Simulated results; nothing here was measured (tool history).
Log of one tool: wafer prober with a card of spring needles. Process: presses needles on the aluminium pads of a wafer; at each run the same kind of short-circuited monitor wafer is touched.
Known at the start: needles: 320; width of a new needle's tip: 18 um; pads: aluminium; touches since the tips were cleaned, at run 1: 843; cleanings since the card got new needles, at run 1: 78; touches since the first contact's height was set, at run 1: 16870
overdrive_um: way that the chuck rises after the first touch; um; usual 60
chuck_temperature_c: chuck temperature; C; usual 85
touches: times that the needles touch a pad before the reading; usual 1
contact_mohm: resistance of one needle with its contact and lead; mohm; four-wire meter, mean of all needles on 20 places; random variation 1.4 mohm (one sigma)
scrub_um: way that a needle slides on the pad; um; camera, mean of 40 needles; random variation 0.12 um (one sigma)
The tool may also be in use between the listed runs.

| run | hour | overdrive_um | chuck_temperature_c | touches | touches since the tips were cleaned | cleanings since the card got new needles | touches since the first contact's height was set | contact_mohm | scrub_um |
|---|---|---|---|---|---|---|---|---|---|
| 1 | 0.0 | 60 | 85 | 1 | 843 | 78 | 16870 | 156 | 12.62 |
|  | 3.2 | tips cleaned on abrasive film |
|  | 8.5 | tips cleaned on abrasive film |
| 2 | 11.6 | 60 | 85 | 1 | 1150 | 80 | 21124 | 160 | 12.57 |
|  | 14.4 | tips cleaned on abrasive film |
|  | 19.6 | tips cleaned on abrasive film |
| 3 | 19.7 | 60 | 85 | 1 | 16 | 82 | 24056 | 122 | 12.50 |
|  | 25.0 | tips cleaned on abrasive film |
| 4 | 25.7 | 60 | 85 | 1 | 252 | 83 | 26271 | 139 | 12.43 |
|  | 30.5 | tips cleaned on abrasive film |
|  | 35.5 | tips cleaned on abrasive film |
| 5 | 37.3 | 60 | 85 | 1 | 692 | 85 | 30546 | 151 | 12.36 |
|  | 40.9 | tips cleaned on abrasive film |
| 6 | 43.8 | 60 | 85 | 1 | 1084 | 86 | 32910 | 165 | 12.43 |
|  | 46.1 | tips cleaned on abrasive film |
| 7 | 49.0 | 60 | 85 | 1 | 1060 | 87 | 34814 | 161 | 12.72 |
|  | 51.2 | tips cleaned on abrasive film |
|  | 56.6 | tips cleaned on abrasive film |
| 8 | 56.8 | 60 | 85 | 1 | 87 | 89 | 37664 | 125 | 12.17 |
|  | 61.9 | tips cleaned on abrasive film |
| 9 | 64.9 | 60 | 85 | 1 | 1118 | 90 | 40653 | 168 | 12.49 |
|  | 67.9 | tips cleaned on abrasive film |
|  | 73.0 | tips cleaned on abrasive film |
| 10 | 73.3 | 70 | 48 | 1 | 126 | 92 | 43718 | 120 | 14.58 |
|  | 78.6 | tips cleaned on abrasive film |
| 11 | 78.6 | 70 | 43 | 1 | 0 | 93 | 45633 | 119 | 14.50 |
|  | 83.8 | tips cleaned on abrasive film |
|  | 89.6 | tips cleaned on abrasive film |
| 12 | 90.3 | 70 | 43 | 1 | 268 | 95 | 49935 | 123 | 14.30 |
|  | 94.9 | tips cleaned on abrasive film |
| 13 | 98.7 | 67 | 66 | 1 | 1429 | 96 | 53041 | 162 | 13.99 |
|  | 100.8 | tips cleaned on abrasive film |
|  | 105.8 | tips cleaned on abrasive film |
| 14 | 105.8 | 41 | 30 | 1 | 0 | 98 | 55609 | 126 | 8.23 |
|  | 111.4 | tips cleaned on abrasive film |
| 15 | 112.0 | 41 | 30 | 1 | 197 | 99 | 57882 | 148 | 8.22 |
|  | 116.5 | tips cleaned on abrasive film |
| 16 | 117.4 | 57 | 82 | 1 | 338 | 100 | 59865 | 141 | 11.31 |
|  | 122.1 | tips cleaned on abrasive film |
| 17 | 122.4 | 72 | 63 | 2 | 101 | 101 | 61687 | 118 | 14.72 |
|  | 127.4 | tips cleaned on abrasive film |
| 18 | 129.7 | 72 | 63 | 2 | 858 | 102 | 64373 | 130 | 14.72 |

Some steps in contact_mohm between neighbouring runs. How much of each would the tool show without its hidden state too (settings, what came in, random variation), and how much is left for the hidden state, with any gauge scatter that isn't in both results?
The hidden state here: debris on the tips, nm; way that the needles fall short of the set height, um; tips' diameter, um; drift of the gauge itself on contact_mohm, %; drift of the gauge itself on scrub_um, %.
Run 8 -> 9: tips cleaned on abrasive film. contact_mohm +43 mohm: hidden state +40, all else +3.
Run 9 -> 10: overdrive_um 60 -> 70, chuck_temperature_c 85 -> 48, tips cleaned on abrasive film, tips cleaned on abrasive film. contact_mohm -48 mohm: hidden state -39, all else -9.
